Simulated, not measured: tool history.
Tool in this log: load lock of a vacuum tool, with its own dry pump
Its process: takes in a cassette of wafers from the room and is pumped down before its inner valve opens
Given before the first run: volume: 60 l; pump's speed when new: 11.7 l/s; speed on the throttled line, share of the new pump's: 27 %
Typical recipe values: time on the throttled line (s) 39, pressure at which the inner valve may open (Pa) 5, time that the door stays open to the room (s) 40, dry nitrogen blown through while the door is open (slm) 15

run	day	time on the throttled line (s)	pressure at which the inner valve may open (Pa)	time that the door stays open to the room (s)	dry nitrogen blown through while the door is open (slm)	incoming humidity of the room's air, %	time from the closed door until the inner valve may open (s)	rise of the pressure with all valves shut (Pa/min)
1	0.000	39	5	40	15	45.9	84.8	0.024
2	12.704	39	5	40	15	41.7	85.0	0.028
3	24.508	40	5	40	15	47.8	85.5	0.037
4	33.042	40	5	40	15	44.3	85.3	0.038
5	44.862	40	5	40	15	43.9	84.4	0.040
6	61.950	40	5	40	15	47.0	86.2	0.046
7	75.821	40	5	63	15	43.8	86.0	0.057
8	84.054	39	8	40	15	43.3	82.4	0.052
9	96.775	39	9	40	15	41.4	81.4	0.051
10	107.746	39	9	40	15	47.2	82.7	0.058
11	115.350	39	9	40	15	41.3	82.6	0.067
12	126.608	39	9	40	15	44.6	83.2	0.072
13	141.671	39	9	40	15	47.7	82.5	0.074
14	149.529	39	9	40	15	44.0	83.2	0.076
15	162.358	39	5	40	15	43.8	87.3	0.079
16	178.938	39	5	40	15	45.1	86.7	0.093
17	194.283	39	5	40	15	45.5	87.5	0.100
18	202.321	39	5	40	15	45.4	88.5	0.102
19	211.308	78	8	53	21	42.6	111.7	0.102
20	223.579	78	8	53	21	46.1	111.7	0.116
21	240.950	78	8	53	21	42.1	111.9	0.115
22	257.925	22	5	37	15	42.2	77.1	0.127
23	270.767	22	5	37	15	43.2	78.8	0.135
24	282.379	39	5	40	18	45.1	90.6	0.139
25	290.108	39	5	40	18	45.2	89.1	0.143
26	302.958	39	5	166	23	45.1	89.9	0.165
27	319.612	39	5	40	40	42.0	91.5	0.158
28	329.112	20	5	68	14	45.8	78.5	0.174
29	344.354	35	8	179	5	45.7	86.5	0.215
30	359.912	39	5	184	14	44.5	90.6	0.205
31	376.388	39	5	184	14	46.3	91.9	0.220
32	387.338	68	5	71	7	44.7	111.6	0.225
33	398.892	60	5	71	10	46.3	106.6	0.227
34	412.125	45	4	38	8	43.6	99.4	0.230
35	422.771	45	4	38	8	49.9	98.2	0.246
36	432.854	39	5	40	33	45.5	93.8	0.231

Predict each of these 5 candidate next runs independently; none follows another, all start after run 36:
A	447.308	21	5	42	29	41.9	?	?
B	447.308	39	5	40	4	43.6	?	?
C	447.308	39	5	40	14	41.9	?	?
D	447.308	34	5	41	15	44.5	?	?
E	447.308	39	5	41	43	41.5	?	?

run	time from the closed door until the inner valve may open (s)	rise of the pressure with all valves shut (Pa/min)
A	81.0	0.247
B	94.5	0.254
C	93.0	0.249
D	91.0	0.256
E	93.2	0.241
With no hidden state in the tool, these same runs would have given:
run	time from the closed door until the inner valve may open (s)	rise of the pressure with all valves shut (Pa/min)
A	65.6	0.011
B	80.4	0.021
C	79.1	0.017
D	76.5	0.021
E	79.3	0.006
